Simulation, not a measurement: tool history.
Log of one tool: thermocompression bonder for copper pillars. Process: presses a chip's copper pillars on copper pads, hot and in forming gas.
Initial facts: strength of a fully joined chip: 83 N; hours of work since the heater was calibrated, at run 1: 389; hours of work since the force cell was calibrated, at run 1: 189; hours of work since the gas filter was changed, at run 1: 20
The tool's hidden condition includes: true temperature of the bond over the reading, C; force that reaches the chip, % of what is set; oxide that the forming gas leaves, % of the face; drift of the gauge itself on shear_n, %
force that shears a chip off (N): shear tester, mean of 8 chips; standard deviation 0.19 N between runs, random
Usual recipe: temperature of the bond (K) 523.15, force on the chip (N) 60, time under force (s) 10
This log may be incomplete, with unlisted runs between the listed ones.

run	hour	temperature of the bond (K)	force on the chip (N)	time under force (s)	hours of work since the heater was calibrated	hours of work since the force cell was calibrated	hours of work since the gas filter was changed	force that shears a chip off (N)
1	0	523.15	60	10	389	189	20	39.5
2	27.4	523.15	60	11	411	211	42	40.4
3	55.7	523.15	60	10	434	234	64	38.9
4	72.6	523.15	60	10	447	247	78	38.3
5	93.4	523.15	79	10	463	263	94	44.8
6	111.6	523.15	86	10	478	278	109	46.7
# hour 118.8: forming gas filter changed
7	132.8	523.15	86	10	494	294	11	49.5
8	150.5	523.15	86	10	508	308	25	49.3
9	177.6	523.15	86	10	530	330	47	48.4
10	194.6	523.15	60	10	543	343	60	39.3
11	217.1	523.15	60	24	561	361	78	51.3
12	241.2	516.15	60	10	580	380	97	33.8
# hour 262.9: forming gas filter changed
13	270.1	523.15	78	21	603	403	6	58.7
14	282.3	544.15	60	6	612	412	15	46.7
# hour 285.6: heater calibrated with a thermocouple chip
15	307.3	522.15	60	6	17	431	34	33.6
16	323.3	523.15	57	10	30	443	46	39.7
# hour 329.5: heater calibrated with a thermocouple chip, once more
17	347.5	523.15	37	7	14	461	64	23
18	369.8	523.15	38	5	32	479	82	20.1
19	382.3	531.15	70	10	42	489	91	45.9
20	401.9	531.15	70	10	57	504	107	45.2
# hour 411.5: forming gas filter changed
21	417.7	531.15	70	10	70	516	5	48
22	442.7	531.15	37	10	89	536	25	32.1

For run 23, what comes out?
23	468	495.15	37	10	109	556	45	?

force that shears a chip off (N): 15
The same run, on a tool lacking any hidden state, would have yielded force that shears a chip off (N) 15.2.
